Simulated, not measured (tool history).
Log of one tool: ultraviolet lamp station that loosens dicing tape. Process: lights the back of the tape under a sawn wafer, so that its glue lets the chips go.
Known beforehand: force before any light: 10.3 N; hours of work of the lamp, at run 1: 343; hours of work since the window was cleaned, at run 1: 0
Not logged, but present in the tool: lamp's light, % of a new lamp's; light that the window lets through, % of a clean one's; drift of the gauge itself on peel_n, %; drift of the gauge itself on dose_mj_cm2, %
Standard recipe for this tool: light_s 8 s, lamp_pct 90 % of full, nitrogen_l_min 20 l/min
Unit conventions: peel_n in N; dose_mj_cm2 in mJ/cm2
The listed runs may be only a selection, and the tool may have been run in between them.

run	hour	light_s	lamp_pct	nitrogen_l_min	hours of work of the lamp	hours of work since the window was cleaned	peel_n	dose_mj_cm2
1	0.0	8	90	20	343	0	0.526	419
2	10.8	8	90	20	351	9	0.526	422
3	17.8	8	98	20	357	14	0.428	455
4	29.3	8	93	20	366	23	0.494	427
5	38.6	8	90	32	373	31	0.354	417
6	51.3	8	90	32	383	41	0.344	407
7	62.1	8	85	20	392	49	0.678	393
8	72.7	5	90	20	400	58	1.681	255
9	80.3	5	90	6	406	64	3.330	254
10	93.1	4	69	17	416	74	3.829	157
11	104.0	4	69	17	425	82	3.702	152
12	109.6	4	96	20	429	87	2.261	216
13	119.2	4	68	10	437	94	4.616	149
14	130.6	10	68	32	446	103	0.473	371
15	138.8	9	92	28	452	110	0.307	455

Measured less the same run without the tool's hidden state. The same run-to-run variation is in both; the gauge's scatter may not be:
run	peel_n	dose_mj_cm2
1	+0.147	-52
2	+0.152	-54
3	+0.132	-60
4	+0.159	-60
5	+0.116	-61
6	+0.123	-63
7	+0.227	-63
8	+0.437	-43
9	+0.578	-44
10	+0.658	-28
11	+0.653	-29
12	+0.566	-41
13	+0.686	-30
14	+0.203	-76
15	+0.138	-95
